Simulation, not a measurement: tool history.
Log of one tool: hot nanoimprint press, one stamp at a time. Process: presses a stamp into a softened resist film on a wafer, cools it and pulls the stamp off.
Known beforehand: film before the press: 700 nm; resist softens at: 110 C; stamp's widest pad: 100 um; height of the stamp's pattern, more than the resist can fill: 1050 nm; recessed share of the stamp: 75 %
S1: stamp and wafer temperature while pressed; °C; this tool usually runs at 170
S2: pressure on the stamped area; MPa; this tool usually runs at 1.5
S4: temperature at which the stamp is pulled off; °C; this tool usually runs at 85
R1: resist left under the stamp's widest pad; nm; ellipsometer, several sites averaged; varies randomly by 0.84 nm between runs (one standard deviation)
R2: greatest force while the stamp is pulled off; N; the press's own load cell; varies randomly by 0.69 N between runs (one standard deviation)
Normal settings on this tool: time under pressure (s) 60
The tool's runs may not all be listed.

{"run": 1, "hour": 0.0, "S1": 170, "S2": 1.5, "time under pressure (s)": 60, "S4": 85, "R1": 302.4, "R2": 113.2}
{"run": 2, "hour": 34.6, "S1": 170, "S2": 1.5, "time under pressure (s)": 60, "S4": 85, "R1": 304.5, "R2": 113.6}
{"run": 3, "hour": 68.7, "S1": 170, "S2": 1.77, "time under pressure (s)": 60, "S4": 85, "R1": 278, "R2": 115.2}
{"run": 4, "hour": 102.9, "S1": 170, "S2": 1.5, "time under pressure (s)": 60, "S4": 86, "R1": 306.3, "R2": 114.4}
{"run": 5, "hour": 154.1, "S1": 170, "S2": 1.5, "time under pressure (s)": 60, "S4": 86, "R1": 305.2, "R2": 115.8}
{"hour": 174.5, "done": "stamp cleaned and given a new release coat"}
{"run": 6, "hour": 202.4, "S1": 170, "S2": 1.5, "time under pressure (s)": 60, "S4": 85, "R1": 307.9, "R2": 103.6}
{"run": 7, "hour": 230.0, "S1": 170, "S2": 1.5, "time under pressure (s)": 60, "S4": 85, "R1": 308.6, "R2": 103.4}
{"run": 8, "hour": 279.9, "S1": 170, "S2": 1.5, "time under pressure (s)": 60, "S4": 85, "R1": 308.5, "R2": 106}
{"run": 9, "hour": 302.2, "S1": 170, "S2": 1.5, "time under pressure (s)": 60, "S4": 85, "R1": 308.9, "R2": 105.5}
{"run": 10, "hour": 339.5, "S1": 170, "S2": 1.5, "time under pressure (s)": 60, "S4": 85, "R1": 311.5, "R2": 104.9}
{"run": 11, "hour": 387.6, "S1": 170, "S2": 1.5, "time under pressure (s)": 60, "S4": 85, "R1": 310.7, "R2": 106.4}
{"run": 12, "hour": 421.6, "S1": 170, "S2": 1.5, "time under pressure (s)": 60, "S4": 85, "R1": 312, "R2": 109.1}
{"run": 13, "hour": 457.4, "S1": 170, "S2": 1.5, "time under pressure (s)": 60, "S4": 72, "R1": 312.7, "R2": 117.6}
{"hour": 472.5, "done": "plate thermocouple calibrated"}
{"run": 14, "hour": 509.8, "S1": 170, "S2": 1.5, "time under pressure (s)": 60, "S4": 72, "R1": 295.3, "R2": 117}
{"run": 15, "hour": 549.3, "S1": 161, "S2": 1.5, "time under pressure (s)": 53, "S4": 85, "R1": 413.6, "R2": 109.2}
{"run": 16, "hour": 587.0, "S1": 170, "S2": 1.5, "time under pressure (s)": 118, "S4": 85, "R1": 234.5, "R2": 109.6}
{"hour": 597.5, "done": "press's hydraulic seals changed and the load cell set to zero"}
{"run": 17, "hour": 629.4, "S1": 166, "S2": 1.5, "time under pressure (s)": 37, "S4": 74, "R1": 387, "R2": 118.2}
{"run": 18, "hour": 651.8, "S1": 166, "S2": 1.5, "time under pressure (s)": 37, "S4": 74, "R1": 385.5, "R2": 119.4}

What if the next run were any one of these 3? Each begins from the tool's condition after run 18:
{"run": "A", "hour": 698.3, "S1": 178, "S2": 1.5, "time under pressure (s)": 86, "S4": 85, "R1": "?", "R2": "?"}
{"run": "B", "hour": 698.3, "S1": 161, "S2": 1.5, "time under pressure (s)": 57, "S4": 74, "R1": "?", "R2": "?"}
{"run": "C", "hour": 698.3, "S1": 170, "S2": 1.5, "time under pressure (s)": 54, "S4": 72, "R1": "?", "R2": "?"}

run=A R1=199.3 R2=111.6
run=B R1=396.6 R2=121.2
run=C R1=303.4 R2=122.4
With the hidden condition removed and each run's random variation left untouched, the same runs would have given:
run=A R1=198 R2=101.1
run=B R1=394 R2=109.9
run=C R1=301.4 R2=110.9
